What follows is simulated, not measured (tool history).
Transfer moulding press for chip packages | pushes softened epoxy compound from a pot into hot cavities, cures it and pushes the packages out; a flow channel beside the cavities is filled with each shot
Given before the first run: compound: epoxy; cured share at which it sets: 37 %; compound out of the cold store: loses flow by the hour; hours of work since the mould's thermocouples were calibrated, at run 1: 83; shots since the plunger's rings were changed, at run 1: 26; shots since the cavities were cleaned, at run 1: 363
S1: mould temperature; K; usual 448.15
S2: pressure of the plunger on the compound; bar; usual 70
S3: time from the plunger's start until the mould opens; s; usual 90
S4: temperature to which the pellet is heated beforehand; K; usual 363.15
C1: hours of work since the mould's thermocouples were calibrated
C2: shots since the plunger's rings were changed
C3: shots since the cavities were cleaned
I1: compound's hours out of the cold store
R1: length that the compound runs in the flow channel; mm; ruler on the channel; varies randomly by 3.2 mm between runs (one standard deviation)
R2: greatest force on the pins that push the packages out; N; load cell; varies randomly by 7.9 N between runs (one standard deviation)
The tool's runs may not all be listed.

run,hour,S1,S2,S3,S4,C1,C2,C3,I1,R1,R2
1,0,448.15,70,90,363.15,83,26,363,18.5,997,335
2,27.3,448.15,70,90,363.15,97,320,657,21.8,978,347
# hour 32.2: cavities cleaned with cleaning compound and waxed
3,85.9,448.15,70,90,363.15,125,935,578,34.9,930,344
# hour 98.1: cavities cleaned with cleaning compound and waxed
4,127.5,448.15,70,90,363.15,146,1367,316,33.3,938,334
5,154.4,448.15,70,90,358.15,159,1656,605,35.8,936,338
# hour 164.4: cavities cleaned with cleaning compound and waxed
6,204.4,448.15,70,90,363.15,184,2178,430,15.4,1006,354
# hour 231.5: cavities cleaned with cleaning compound and waxed
7,247.3,448.15,70,90,363.15,205,2625,170,45.4,898,337
8,282.2,448.15,70,90,363.15,223,3001,546,46.1,901,337
# hour 296.3: cavities cleaned with cleaning compound and waxed
9,320.4,448.15,70,90,363.15,241,3395,259,35.5,932,353
10,350.7,448.15,70,90,363.15,256,3721,585,17.6,994,347
# hour 360.4: cavities cleaned with cleaning compound and waxed
11,379.9,448.15,70,90,363.15,270,4020,209,47.3,888,320
# hour 418.2: plunger's sealing rings changed
12,419.6,448.15,55.4,90,363.15,289,16,610,29.6,846,331
# hour 428.6: cavities cleaned with cleaning compound and waxed
13,447,448.15,55.4,75,363.15,302,295,199,30.5,841,436
14,485.4,448.15,55.4,75,363.15,322,708,612,31.9,839,442
# hour 497.4: cavities cleaned with cleaning compound and waxed
15,518.2,446.15,59,120,371.15,338,1045,223,31.6,874,301
# hour 563.2: cavities cleaned with cleaning compound and waxed
16,563.5,448.15,70,105,370.15,360,1517,4,10.4,1016,286
17,601.2,448.15,70,105,370.15,379,1923,410,11,1019,307
# hour 630.6: cavities cleaned with cleaning compound and waxed
18,655.4,448.15,70,90,371.15,406,2491,267,36.9,925,341
# hour 695.7: cavities cleaned with cleaning compound and waxed
19,705,448.15,84.3,90,363.15,430,3008,100,17.9,1091,337
20,748.4,448.15,84.3,90,363.15,452,3475,567,32.4,1038,356
# hour 762.3: cavities cleaned with cleaning compound and waxed
21,806,448.15,84.3,90,363.15,480,4079,470,39.1,1007,347
# hour 827: cavities cleaned with cleaning compound and waxed
22,833.2,442.15,70,111,363.15,493,4357,67,18.6,1013,338
# hour 842.1: plunger's sealing rings changed
23,874,447.15,69.7,80,359.15,513,343,479,30.6,953,407
# hour 895.7: cavities cleaned with cleaning compound and waxed
24,916.9,447.15,69.7,80,359.15,534,789,228,41.2,914,396
# hour 962.4: cavities cleaned with cleaning compound and waxed
25,962.4,455.15,70,90,363.15,556,1263,0,21.7,953,302
26,1006.7,455.15,70,90,363.15,578,1740,477,44.3,877,305
# hour 1029: cavities cleaned with cleaning compound and waxed
27,1063.5,455.15,62.5,116,363.15,606,2335,371,33,861,293
# hour 1093.1: cavities cleaned with cleaning compound and waxed
28,1114.7,455.15,62.5,116,363.15,632,2870,232,13,938,301

Consider 3 possible next runs. They are alternatives, not a sequence: every one starts from the tool as it was left by run 28. What does each give?
A,1144.2,454.15,62.5,73,363.15,647,3188,550,42.9,?,?
B,1144.2,455.15,52.5,90,367.15,647,3188,550,39.2,?,?
C,1144.2,455.15,82.1,116,361.15,647,3188,550,8.1,?,?

run,R1,R2
A,840,348
B,778,298
C,1101,286
The same runs, with their run-to-run variation unchanged, on a tool lacking any hidden condition would have given:
run,R1,R2
A,841,345
B,779,295
C,1101,283
